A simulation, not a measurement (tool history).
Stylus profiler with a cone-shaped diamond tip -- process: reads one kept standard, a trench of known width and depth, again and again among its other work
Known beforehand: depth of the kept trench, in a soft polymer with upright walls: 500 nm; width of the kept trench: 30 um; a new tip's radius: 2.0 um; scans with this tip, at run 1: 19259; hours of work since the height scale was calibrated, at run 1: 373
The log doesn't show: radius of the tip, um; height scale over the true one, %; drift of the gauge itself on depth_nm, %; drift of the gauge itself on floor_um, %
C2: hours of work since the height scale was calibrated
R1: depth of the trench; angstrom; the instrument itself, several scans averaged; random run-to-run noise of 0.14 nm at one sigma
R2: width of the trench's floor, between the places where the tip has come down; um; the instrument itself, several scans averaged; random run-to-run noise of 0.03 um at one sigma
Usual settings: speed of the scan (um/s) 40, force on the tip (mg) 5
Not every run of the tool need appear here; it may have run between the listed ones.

Run 1, hour 0: usual settings; scans with this tip 19259; C2 373. Result: R1 5065.6 angstrom, R2 25.55 um.
Run 2, hour 85.7: usual settings; scans with this tip 19928; C2 436. Result: R1 5064.2 angstrom, R2 25.54 um.
At hour 149.1: new tip fitted, height scale calibrated.
Run 3, hour 160.7: usual settings; scans with this tip 90; C2 9. Result: R1 5065.8 angstrom, R2 27.25 um.
Run 4, hour 255.6: usual settings; scans with this tip 831; C2 79. Result: R1 5064.3 angstrom, R2 27.16 um.
Run 5, hour 336.2: usual settings; scans with this tip 1460; C2 138. Result: R1 5067.5 angstrom, R2 27.11 um.
Run 6, hour 393.1: usual settings but speed of the scan (um/s) 37; scans with this tip 1904; C2 180. Result: R1 5067.2 angstrom, R2 27.1 um.
Run 7, hour 477.8: usual settings but speed of the scan (um/s) 37, force on the tip (mg) 2.03; scans with this tip 2565; C2 242. Result: R1 5033.9 angstrom, R2 26.93 um.
Run 8, hour 542.4: usual settings but speed of the scan (um/s) 131; scans with this tip 3070; C2 290. Result: R1 5064 angstrom, R2 26.64 um.
Run 9, hour 603.1: usual settings but speed of the scan (um/s) 131, force on the tip (mg) 2.9; scans with this tip 3544; C2 335. Result: R1 5041.3 angstrom, R2 26.48 um.
Run 10, hour 655.6: usual settings but speed of the scan (um/s) 131, force on the tip (mg) 2.9; scans with this tip 3954; C2 373. Result: R1 5043.9 angstrom, R2 26.42 um.
Run 11, hour 744.6: usual settings but speed of the scan (um/s) 131, force on the tip (mg) 2.9; scans with this tip 4649; C2 439. Result: R1 5045 angstrom, R2 26.34 um.
Run 12, hour 840.3: usual settings but speed of the scan (um/s) 12, force on the tip (mg) 4.04; scans with this tip 5396; C2 510. Result: R1 5051.4 angstrom, R2 26.72 um.
Run 13, hour 902.8: usual settings but speed of the scan (um/s) 12, force on the tip (mg) 4.04; scans with this tip 5884; C2 556. Result: R1 5051.4 angstrom, R2 26.68 um.
Run 14, hour 966.9: usual settings but speed of the scan (um/s) 27, force on the tip (mg) 13.98; scans with this tip 6384; C2 603. Result: R1 5130.4 angstrom, R2 26.67 um.
Run 15, hour 1051: usual settings but speed of the scan (um/s) 27, force on the tip (mg) 13.98; scans with this tip 7041; C2 665. Result: R1 5128.4 angstrom, R2 26.62 um.
Run 16, hour 1115.9: usual settings but speed of the scan (um/s) 67, force on the tip (mg) 13.98; scans with this tip 7547; C2 713. Result: R1 5128 angstrom, R2 26.45 um.
Run 17, hour 1187.4: usual settings but speed of the scan (um/s) 67, force on the tip (mg) 13.98; scans with this tip 8106; C2 765. Result: R1 5128.7 angstrom, R2 26.47 um.
Run 18, hour 1242.4: usual settings but speed of the scan (um/s) 136, force on the tip (mg) 5.77; scans with this tip 8536; C2 806. Result: R1 5064.6 angstrom, R2 26.12 um.
Run 19, hour 1304.2: usual settings but speed of the scan (um/s) 136, force on the tip (mg) 5.77; scans with this tip 9018; C2 852. Result: R1 5066.3 angstrom, R2 26.05 um.
Run 20, hour 1357.5: usual settings but speed of the scan (um/s) 60, force on the tip (mg) 2.9; scans with this tip 9434; C2 891. Result: R1 5037.1 angstrom, R2 26.22 um.
Run 21, hour 1399: usual settings but speed of the scan (um/s) 61, force on the tip (mg) 2.28; scans with this tip 9758; C2 921. Result: R1 5029.4 angstrom, R2 26.11 um.
Run 22, hour 1468.5: usual settings but speed of the scan (um/s) 61, force on the tip (mg) 3.59; scans with this tip 10301; C2 973. Result: R1 5041.8 angstrom, R2 26.12 um.

Difference, measured minus no-hidden-state, one row per run. Run-to-run variation is common to both terms; the gauge's own scatter need not be:
run     R1     R2
  1   -3.6  -1.66
  2   -4.3   -1.7
  3   -1.9  +0.01
  4   -2.6  -0.08
  5   -3.3  -0.14
  6   -3.9  -0.18
  7   -4.5  -0.26
  8   -5.1  -0.31
  9   -5.6  -0.35
 10   -5.9  -0.39
 11   -6.7  -0.46
 12   -7.6  -0.54
 13   -8.2  -0.58
 14   -8.8  -0.62
 15   -9.5  -0.68
 16  -10.1  -0.74
 17  -10.7  -0.79
 18  -10.9  -0.82
 19  -11.5  -0.87
 20  -11.8  -0.91
 21  -12.2  -0.94
 22  -12.8  -0.98
